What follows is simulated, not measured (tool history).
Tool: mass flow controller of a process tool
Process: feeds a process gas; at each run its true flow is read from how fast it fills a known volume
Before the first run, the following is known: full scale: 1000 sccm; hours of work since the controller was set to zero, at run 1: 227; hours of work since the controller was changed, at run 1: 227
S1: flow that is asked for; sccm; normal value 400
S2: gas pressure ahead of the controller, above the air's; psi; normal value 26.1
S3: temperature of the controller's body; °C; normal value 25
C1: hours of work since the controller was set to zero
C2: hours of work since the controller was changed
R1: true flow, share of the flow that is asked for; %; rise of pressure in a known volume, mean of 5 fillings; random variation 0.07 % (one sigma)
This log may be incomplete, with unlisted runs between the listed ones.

| run | hour | S1 | S2 | S3 | C1 | C2 | R1 |
|---|---|---|---|---|---|---|---|
| 1 | 0.0 | 400 | 26.1 | 25 | 227 | 227 | 98.01 |
| 2 | 221.7 | 400 | 26.1 | 25 | 304 | 304 | 98.01 |
| 3 | 386.0 | 400 | 26.1 | 25 | 361 | 361 | 98.02 |
| 4 | 552.3 | 400 | 26.1 | 25 | 419 | 419 | 97.91 |
| 5 | 702.5 | 169 | 26.1 | 25 | 472 | 472 | 97.50 |
| 6 | 847.2 | 169 | 38.0 | 25 | 522 | 522 | 97.92 |
| 7 | 958.6 | 517 | 26.1 | 25 | 561 | 561 | 98.27 |
| 8 | 1101.2 | 517 | 26.1 | 25 | 611 | 611 | 98.30 |
| 9 | 1212.9 | 517 | 26.1 | 25 | 650 | 650 | 98.31 |
| 10 | 1425.3 | 102 | 26.1 | 25 | 724 | 724 | 97.63 |
| 11 | 1632.2 | 400 | 26.1 | 25 | 797 | 797 | 98.04 |
| 12 | 1762.9 | 285 | 26.1 | 25 | 842 | 842 | 97.72 |
| 13 | 1997.3 | 285 | 26.1 | 25 | 924 | 924 | 97.59 |
| 14 | 2105.0 | 285 | 26.1 | 25 | 962 | 962 | 97.78 |
| 15 | 2225.7 | 285 | 26.1 | 25 | 1004 | 1004 | 97.52 |
| 16 | 2361.3 | 285 | 26.1 | 25 | 1051 | 1051 | 97.60 |
| 17 | 2546.9 | 285 | 26.1 | 25 | 1116 | 1116 | 97.67 |
| 18 | 2780.4 | 285 | 26.1 | 25 | 1198 | 1198 | 97.58 |
| 19 | 2966.4 | 400 | 22.8 | 30 | 1263 | 1263 | 97.70 |
| 20 | 3114.9 | 400 | 22.8 | 30 | 1315 | 1315 | 97.66 |
| 21 | 3348.2 | 400 | 22.8 | 30 | 1396 | 1396 | 97.62 |
| 22 | 3460.1 | 400 | 34.8 | 30 | 1435 | 1435 | 97.95 |
| 23 | 3639.6 | 472 | 35.4 | 25 | 1498 | 1498 | 98.34 |
| 24 | 3818.2 | 405 | 35.4 | 25 | 1560 | 1560 | 98.26 |
| 25 | 3970.2 | 400 | 25.7 | 25 | 1613 | 1613 | 97.84 |
| 26 | 4141.2 | 187 | 34.4 | 25 | 1673 | 1673 | 97.89 |
| 27 | 4339.3 | 204 | 26.1 | 26 | 1742 | 1742 | 97.61 |
| 28 | 4527.6 | 204 | 26.1 | 26 | 1808 | 1808 | 97.65 |
| 29 | 4660.6 | 204 | 26.1 | 25 | 1855 | 1855 | 97.63 |
| 30 | 4789.4 | 204 | 26.1 | 25 | 1900 | 1900 | 97.67 |
| 31 | 4898.4 | 143 | 26.1 | 31 | 1938 | 1938 | 97.59 |
| 32 | 5108.6 | 815 | 21.2 | 25 | 2011 | 2011 | 98.60 |
| 33 | 5335.8 | 105 | 26.1 | 26 | 2091 | 2091 | 98.16 |
| 34 | 5511.7 | 297 | 26.8 | 39 | 2152 | 2152 | 97.24 |
| 35 | 5658.4 | 297 | 26.8 | 39 | 2203 | 2203 | 97.26 |
| 36 | 5866.6 | 201 | 34.5 | 39 | 2276 | 2276 | 97.55 |

Branching from run 36: 4 alternative next runs. What would each branch give?
| A | 6013.9 | 298 | 35.4 | 23 | 2327 | 2327 | ? |
| B | 6013.9 | 324 | 26.1 | 39 | 2327 | 2327 | ? |
| C | 6013.9 | 201 | 34.5 | 40 | 2327 | 2327 | ? |
| D | 6013.9 | 956 | 28.4 | 30 | 2327 | 2327 | ? |

| run | R1 |
|---|---|
| A | 98.18 |
| B | 97.31 |
| C | 97.47 |
| D | 98.98 |
With no hidden state in the tool, these same runs would have given:
| run | R1 |
|---|---|
| A | 98.40 |
| B | 97.59 |
| C | 97.34 |
| D | 99.69 |
